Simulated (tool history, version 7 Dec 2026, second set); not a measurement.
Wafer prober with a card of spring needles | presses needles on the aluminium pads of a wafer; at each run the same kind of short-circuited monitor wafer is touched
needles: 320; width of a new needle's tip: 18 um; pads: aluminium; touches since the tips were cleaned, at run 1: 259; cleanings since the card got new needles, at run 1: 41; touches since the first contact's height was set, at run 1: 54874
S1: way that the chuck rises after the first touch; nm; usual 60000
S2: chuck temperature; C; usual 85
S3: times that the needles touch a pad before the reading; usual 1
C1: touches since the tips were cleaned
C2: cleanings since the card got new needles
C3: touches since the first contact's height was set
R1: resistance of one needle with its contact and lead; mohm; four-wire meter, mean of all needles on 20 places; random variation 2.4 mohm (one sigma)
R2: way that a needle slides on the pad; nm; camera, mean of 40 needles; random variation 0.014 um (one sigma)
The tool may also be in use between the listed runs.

run,hour,S1,S2,S3,C1,C2,C3,R1,R2
1,0.0,60000,85,1,259,41,54874,304,13920
2,9.4,60000,85,1,5466,41,60081,456,13940
# hour 14.6: tips cleaned on abrasive film
3,17.9,60000,85,1,1814,42,64752,353,13910
# hour 30.2: tips cleaned on abrasive film
4,36.8,42000,85,1,3624,43,75166,567,9690
# hour 45.8: tips cleaned on abrasive film
5,50.5,60000,111,1,2651,44,82768,403,13900
# hour 58.8: height of the first contact set anew
# hour 62.0: tips cleaned on abrasive film
6,62.3,60000,111,1,140,45,1881,298,13810
7,76.6,60000,111,1,8071,45,9812,498,13800
# hour 78.4: tips cleaned on abrasive film
8,90.8,60000,86,1,6922,46,17658,486,13790
# hour 93.4: tips cleaned on abrasive film
9,99.6,60000,86,1,3427,47,22473,414,13790
# hour 108.6: tips cleaned on abrasive film
10,110.5,60000,112,1,1055,48,28454,348,13760
# hour 123.9: tips cleaned on abrasive film
11,130.4,60000,112,1,3641,49,39478,426,13750
# hour 134.2: height of the first contact set anew, once more
# hour 139.7: tips cleaned on abrasive film
12,145.8,53000,120,2,3361,50,6347,395,12370
# hour 154.6: tips cleaned on abrasive film
13,156.8,68000,51,1,1248,51,12430,325,15850
14,168.2,60000,67,1,7541,51,18723,499,14010
# hour 170.4: tips cleaned on abrasive film
15,182.1,57000,38,3,6500,52,26398,344,13280
# hour 186.1: tips cleaned on abrasive film
16,197.5,57000,38,3,6344,53,34909,347,13260
# hour 201.6: tips cleaned on abrasive film
17,209.8,57000,38,3,4532,54,41652,330,13230
# hour 217.5: tips cleaned on abrasive film
18,221.4,41000,38,3,2168,55,48085,369,9470

Hidden state or all else? Some run-to-run changes of R1, split into what the settings, what came in and random variation would give without the hidden state, and what is left for the hidden state (with any gauge scatter that isn't in both results):
The hidden state here: debris on the tips, nm; way that the needles fall short of the set height, um; tips' diameter, um; drift of the gauge itself on contact_mohm, %; drift of the gauge itself on scrub_um, %.
Run 3 -> 4: S1 60000 -> 42000, tips cleaned on abrasive film. R1 +214 mohm: hidden state +203, all else +11.
